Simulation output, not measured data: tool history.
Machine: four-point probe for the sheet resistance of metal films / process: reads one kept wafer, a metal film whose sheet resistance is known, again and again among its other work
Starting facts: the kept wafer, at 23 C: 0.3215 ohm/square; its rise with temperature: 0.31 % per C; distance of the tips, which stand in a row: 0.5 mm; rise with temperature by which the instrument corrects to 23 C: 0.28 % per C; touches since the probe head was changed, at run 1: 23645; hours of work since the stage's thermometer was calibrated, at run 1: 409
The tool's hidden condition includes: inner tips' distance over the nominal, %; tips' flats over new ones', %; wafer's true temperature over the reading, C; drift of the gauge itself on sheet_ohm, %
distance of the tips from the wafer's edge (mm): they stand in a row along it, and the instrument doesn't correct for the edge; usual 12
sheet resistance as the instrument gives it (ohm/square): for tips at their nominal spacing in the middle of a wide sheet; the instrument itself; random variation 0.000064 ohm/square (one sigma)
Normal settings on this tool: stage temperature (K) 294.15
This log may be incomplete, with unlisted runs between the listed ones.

| run | hour | stage temperature (K) | distance of the tips from the wafer's edge (mm) | touches since the probe head was changed | hours of work since the stage's thermometer was calibrated | sheet resistance as the instrument gives it (ohm/square) |
|---|---|---|---|---|---|---|
| 1 | 0.0 | 294.15 | 12 | 23645 | 409 | 0.324199 |
| 2 | 45.4 | 300.15 | 12 | 24180 | 428 | 0.324806 |
| 3 | 90.3 | 300.15 | 12 | 24709 | 447 | 0.324886 |
| 4 | 140.6 | 295.15 | 12 | 25302 | 468 | 0.324230 |
| 5 | 191.0 | 295.15 | 12 | 25898 | 490 | 0.324341 |
| 6 | 229.4 | 295.15 | 17 | 26349 | 506 | 0.323986 |
| 7 | 272.3 | 295.15 | 17 | 26856 | 524 | 0.324155 |
| 8 | 320.3 | 294.15 | 12 | 27422 | 544 | 0.324197 |
| 9 | 360.0 | 294.15 | 12 | 27889 | 561 | 0.324233 |
| 10 | 401.8 | 294.15 | 12 | 28382 | 579 | 0.324293 |
| 11 | 440.3 | 294.15 | 16 | 28836 | 595 | 0.324128 |
|  | 445.3 | stage's thermometer calibrated |
| 12 | 469.4 | 301.15 | 64 | 29174 | 10 | 0.324958 |
| 13 | 491.3 | 301.15 | 64 | 29432 | 19 | 0.324872 |
| 14 | 534.3 | 299.15 | 64 | 29939 | 38 | 0.324789 |
| 15 | 565.2 | 299.15 | 64 | 30303 | 51 | 0.324828 |
| 16 | 592.4 | 299.15 | 64 | 30624 | 62 | 0.324855 |
| 17 | 617.1 | 293.15 | 5 | 30916 | 72 | 0.325821 |
| 18 | 652.2 | 293.15 | 5 | 31330 | 87 | 0.325955 |
| 19 | 680.1 | 293.15 | 5 | 31659 | 99 | 0.325800 |

3 ways to go on from here, each from the tool as it stands after run 19. What would each give?
|  | 685.1 | stage's thermometer calibrated, once more |
| A | 719.2 | 307.15 | 5 | 32113 | 14 | ? |
|  | 685.1 | stage's thermometer calibrated, once more |
| B | 719.2 | 292.15 | 12 | 32113 | 14 | ? |
|  | 685.1 | stage's thermometer calibrated, once more |
| C | 719.2 | 298.15 | 12 | 32113 | 14 | ? |

| run | sheet resistance as the instrument gives it (ohm/square) |
|---|---|
| A | 0.326969 |
| B | 0.323901 |
| C | 0.324529 |
Stripped of hidden state, with their random variation kept, the same runs would have yielded:
| run | sheet resistance as the instrument gives it (ohm/square) |
|---|---|
| A | 0.324384 |
| B | 0.321339 |
| C | 0.321962 |
